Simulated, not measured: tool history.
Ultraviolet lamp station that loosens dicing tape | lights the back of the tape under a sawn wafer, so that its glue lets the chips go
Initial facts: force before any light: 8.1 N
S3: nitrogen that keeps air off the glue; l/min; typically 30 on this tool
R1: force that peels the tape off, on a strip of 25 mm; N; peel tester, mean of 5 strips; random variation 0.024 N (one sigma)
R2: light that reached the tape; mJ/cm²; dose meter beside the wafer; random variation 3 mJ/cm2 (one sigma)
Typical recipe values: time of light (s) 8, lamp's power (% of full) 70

Run 1, hour 0: usual settings. Result: R1 1.332 N, R2 408 mJ/cm².
Run 2, hour 7.5: usual settings. Result: R1 1.391 N, R2 402 mJ/cm².
Run 3, hour 13.2: usual settings but S3 47 l/min. Result: R1 0.994 N, R2 406 mJ/cm².
Run 4, hour 20.6: usual settings but S3 47 l/min. Result: R1 1.008 N, R2 399 mJ/cm².
Run 5, hour 27.1: usual settings. Result: R1 1.413 N, R2 403 mJ/cm².
Run 6, hour 33.9: usual settings but time of light (s) 4. Result: R1 3.227 N, R2 198 mJ/cm².
Run 7, hour 40.9: usual settings but time of light (s) 4. Result: R1 3.428 N, R2 203 mJ/cm².
Run 8, hour 50: usual settings but time of light (s) 4. Result: R1 3.228 N, R2 198 mJ/cm².
Run 9, hour 59.8: usual settings but time of light (s) 4. Result: R1 3.24 N, R2 197 mJ/cm².
Run 10, hour 67.9: usual settings. Result: R1 1.402 N, R2 396 mJ/cm².
Run 11, hour 77: usual settings. Result: R1 1.427 N, R2 390 mJ/cm².
Run 12, hour 84.4: usual settings. Result: R1 1.454 N, R2 391 mJ/cm².
Run 13, hour 94.2: usual settings. Result: R1 1.425 N, R2 391 mJ/cm².
Run 14, hour 103.1: usual settings but time of light (s) 6, lamp's power (% of full) 65. Result: R1 2.35 N, R2 271 mJ/cm².
Run 15, hour 111.8: usual settings but lamp's power (% of full) 83. Result: R1 1.092 N, R2 459 mJ/cm².
Run 16, hour 116.3: usual settings but lamp's power (% of full) 83. Result: R1 1.036 N, R2 455 mJ/cm².
Run 17, hour 124: usual settings but lamp's power (% of full) 69, S3 24 l/min. Result: R1 1.682 N, R2 380 mJ/cm².
Run 18, hour 131.4: usual settings but time of light (s) 6, lamp's power (% of full) 72. Result: R1 2.034 N, R2 294 mJ/cm².
Run 19, hour 135.8: usual settings but time of light (s) 15, S3 25 l/min. Result: R1 0.526 N, R2 709 mJ/cm².
Run 20, hour 142: usual settings but time of light (s) 6, S3 20 l/min. Result: R1 2.674 N, R2 290 mJ/cm².
Run 21, hour 147.2: usual settings but time of light (s) 7, S3 54 l/min. Result: R1 1.283 N, R2 333 mJ/cm².
Run 22, hour 157.1: usual settings but time of light (s) 7, lamp's power (% of full) 72, S3 29 l/min. Result: R1 1.782 N, R2 345 mJ/cm².

Below are 5 alternative next runs, each starting from the tool's condition after run 22. Predict each:
Run A, hour 167.9: usual settings but lamp's power (% of full) 95. Result: R1 ?, R2 ?.
Run B, hour 167.9: usual settings but time of light (s) 10, lamp's power (% of full) 65, S3 31 l/min. Result: R1 ?, R2 ?.
Run C, hour 167.9: usual settings but time of light (s) 6, lamp's power (% of full) 75. Result: R1 ?, R2 ?.
Run D, hour 167.9: usual settings but time of light (s) 6, lamp's power (% of full) 79, S3 18 l/min. Result: R1 ?, R2 ?.
Run E, hour 167.9: usual settings but lamp's power (% of full) 74, S3 37 l/min. Result: R1 ?, R2 ?.

run     R1   R2
  A  0.889  517
  B  1.158  437
  C  2.045  302
  D  2.519  321
  E   1.22  398
Stripped of hidden state, with their random variation kept, the same runs would have yielded:
run     R1   R2
  A  0.664  598
  B  0.882  506
  C  1.663  350
  D  2.106  372
  E  0.929  461
